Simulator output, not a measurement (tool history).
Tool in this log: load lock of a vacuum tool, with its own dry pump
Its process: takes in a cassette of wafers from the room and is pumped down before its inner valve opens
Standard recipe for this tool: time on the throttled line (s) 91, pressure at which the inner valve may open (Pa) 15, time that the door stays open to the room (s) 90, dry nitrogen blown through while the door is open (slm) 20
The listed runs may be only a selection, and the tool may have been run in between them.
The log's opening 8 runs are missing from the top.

| run | hour | time on the throttled line (s) | pressure at which the inner valve may open (Pa) | time that the door stays open to the room (s) | dry nitrogen blown through while the door is open (slm) | incoming humidity of the room's air, % | time from the closed door until the inner valve may open (s) | rise of the pressure with all valves shut (Pa/min) |
|---|---|---|---|---|---|---|---|---|
| 9 | 3242.5 | 91 | 15 | 62 | 20 | 46.8 | 155 | 0.177 |
| 10 | 3652.5 | 91 | 15 | 62 | 20 | 44.5 | 154.6 | 0.199 |
| 11 | 3892.3 | 91 | 15 | 62 | 20 | 45 | 154.1 | 0.203 |
| 12 | 4116.4 | 91 | 15 | 67 | 20 | 41.6 | 155.2 | 0.215 |
| 13 | 4499.7 | 91 | 15 | 67 | 20 | 45.4 | 156.9 | 0.232 |
| 14 | 4902.8 | 91 | 15 | 67 | 20 | 45.6 | 156.6 | 0.254 |
| 15 | 5171.5 | 91 | 19 | 67 | 20 | 48.6 | 154.7 | 0.272 |
| 16 | 5501 | 91 | 19 | 67 | 20 | 45.5 | 153.8 | 0.281 |
| 17 | 5894.1 | 91 | 19 | 67 | 20 | 45.9 | 154.6 | 0.302 |
| 18 | 6270.7 | 91 | 19 | 67 | 20 | 43.6 | 155.8 | 0.32 |
| 19 | 6650 | 91 | 19 | 67 | 20 | 46.1 | 154.3 | 0.334 |
| 20 | 6942.4 | 90 | 28 | 62 | 20 | 47.3 | 150.1 | 0.351 |
| 21 | 7286.1 | 90 | 28 | 62 | 20 | 49.8 | 151.3 | 0.379 |
| 22 | 7784.6 | 90 | 28 | 62 | 20 | 42.2 | 150.4 | 0.413 |
| 23 | 8094.2 | 91 | 13 | 40 | 20 | 44.5 | 159.5 | 0.422 |
| 24 | 8412.9 | 91 | 13 | 40 | 20 | 44.3 | 159.3 | 0.439 |
| 25 | 8671.6 | 91 | 13 | 40 | 20 | 42.9 | 159.9 | 0.449 |
| 26 | 9105.8 | 120 | 25 | 158 | 29 | 42 | 177.1 | 0.489 |
| 27 | 9339.9 | 163 | 12 | 90 | 20 | 44 | 219.7 | 0.498 |
| 28 | 9724.9 | 163 | 12 | 90 | 20 | 45.2 | 220.6 | 0.529 |
| 29 | 10137.1 | 91 | 24 | 90 | 20 | 43.1 | 152.6 | 0.559 |
| 30 | 10551.5 | 91 | 24 | 90 | 20 | 42.2 | 153.3 | 0.579 |
| 31 | 10893.4 | 91 | 24 | 90 | 20 | 47.5 | 152.4 | 0.593 |
| 32 | 11361.1 | 91 | 24 | 90 | 20 | 49.7 | 154.4 | 0.634 |
| 33 | 11658.1 | 76 | 27 | 145 | 20 | 43.4 | 141.3 | 0.669 |

Expected results for the next run?
| 34 | 12135.4 | 180 | 30 | 145 | 13 | 45.4 | ? | ? |

time from the closed door until the inner valve may open (s): 226
rise of the pressure with all valves shut (Pa/min): 0.708
Had the tool carried no hidden state, the very same run would have given time from the closed door until the inner valve may open (s) 221.7, rise of the pressure with all valves shut (Pa/min) 0.053.
